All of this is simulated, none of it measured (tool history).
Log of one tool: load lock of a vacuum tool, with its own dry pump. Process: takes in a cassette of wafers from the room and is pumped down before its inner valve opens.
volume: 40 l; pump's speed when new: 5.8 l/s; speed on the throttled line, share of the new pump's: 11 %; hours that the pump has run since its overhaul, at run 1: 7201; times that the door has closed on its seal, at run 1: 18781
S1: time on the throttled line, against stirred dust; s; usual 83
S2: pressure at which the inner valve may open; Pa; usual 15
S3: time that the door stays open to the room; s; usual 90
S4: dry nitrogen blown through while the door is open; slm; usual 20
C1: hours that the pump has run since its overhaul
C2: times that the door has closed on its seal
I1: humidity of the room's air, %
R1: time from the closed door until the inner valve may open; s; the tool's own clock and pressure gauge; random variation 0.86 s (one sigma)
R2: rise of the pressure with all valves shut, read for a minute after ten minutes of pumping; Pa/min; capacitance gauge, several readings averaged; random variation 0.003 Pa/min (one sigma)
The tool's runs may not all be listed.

run,day,S1,S2,S3,S4,C1,C2,I1,R1,R2
1,0,83,15,90,20,7201,18781,46,138.6,0.487
2,8.704,83,15,90,20,7410,19237,50.2,137.9,0.5
3,12.504,83,10,90,20,7501,19436,44.9,141.8,0.498
4,16.817,83,11,90,20,7605,19661,44.5,141.1,0.511
5,21.754,83,11,90,20,7723,19920,43.9,140.1,0.504
6,26.221,83,29,90,20,7830,20154,42.4,133.5,0.525
7,31.904,83,29,90,20,7967,20451,41.9,134.1,0.534
8,38.288,83,10,90,20,8120,20785,45.4,141.5,0.556
9,44.608,83,12,90,20,8272,21116,43.5,138.9,0.572
10,51.829,83,14,90,20,8445,21494,44.1,140.4,0.568
11,59.288,83,14,90,20,8624,21884,45.7,138.8,0.594
12,65.671,83,15,183,20,8777,22218,43.7,137,0.642
13,71.367,83,15,183,20,8914,22516,46.9,139.6,0.647
14,75.871,83,15,183,20,9022,22752,46,140.9,0.656
15,79.654,83,15,90,20,9113,22950,43.4,138.7,0.637
# day 80.738: door's seal changed, seat wiped
16,84.071,83,15,90,20,9217,174,48,138,0.043
17,88.967,83,15,90,20,9335,430,48.6,139.5,0.044
18,96.608,83,15,90,20,9518,830,45.7,140.4,0.044
19,102.346,83,15,90,20,9656,1131,46.3,139.1,0.048
20,110.754,72,15,40,20,9858,1571,48.7,129.9,0.039
21,116.512,83,15,62,20,9996,1872,48.9,139.8,0.059
22,123.633,83,15,62,20,10167,2245,47.6,139.3,0.053
23,130.312,83,22,94,20,10327,2594,41.6,135.5,0.056
24,134.988,83,22,94,20,10439,2839,44.2,136.1,0.066
25,140.708,83,22,94,20,10576,3138,45.1,136.6,0.071
26,147.421,83,22,94,20,10738,3490,47.7,137.1,0.078
27,153.462,83,22,94,20,10883,3806,46.8,137.1,0.077
28,161.446,50,15,90,20,11074,4224,45.4,111.4,0.084
29,166.388,52,15,90,20,11193,4482,45.8,113.5,0.088
30,170.892,83,15,90,20,11301,4718,44.8,140.8,0.091
31,176.45,150,15,125,20,11434,5009,45.3,197.8,0.1
32,184.488,150,22,125,20,11627,5430,45.9,195.2,0.11
33,192.35,140,26,41,20,11816,5841,45.2,185.2,0.097
34,198.658,140,26,41,20,11967,6171,44.6,185,0.093
35,203.846,83,15,49,5,12092,6443,48.5,139.8,0.116
36,208.854,83,15,49,5,12212,6705,45.9,141.4,0.126
37,214.804,83,14,73,6,12355,7016,43.4,142.7,0.136
38,223.142,83,14,193,22,12555,7453,43,142.2,0.155

3 ways to go on from here, each from the tool as it stands after run 38. What would each give?
A,230.288,83,14,193,23,12726,7827,45.9,?,?
B,230.288,83,11,193,22,12726,7827,45.2,?,?
C,230.288,103,14,52,5,12726,7827,43.4,?,?

run,R1,R2
A,140.6,0.165
B,144.3,0.159
C,157.2,0.15
Without the tool's hidden state the same runs would have given:
run,R1,R2
A,135.4,0.059
B,138.8,0.055
C,152.2,0.044
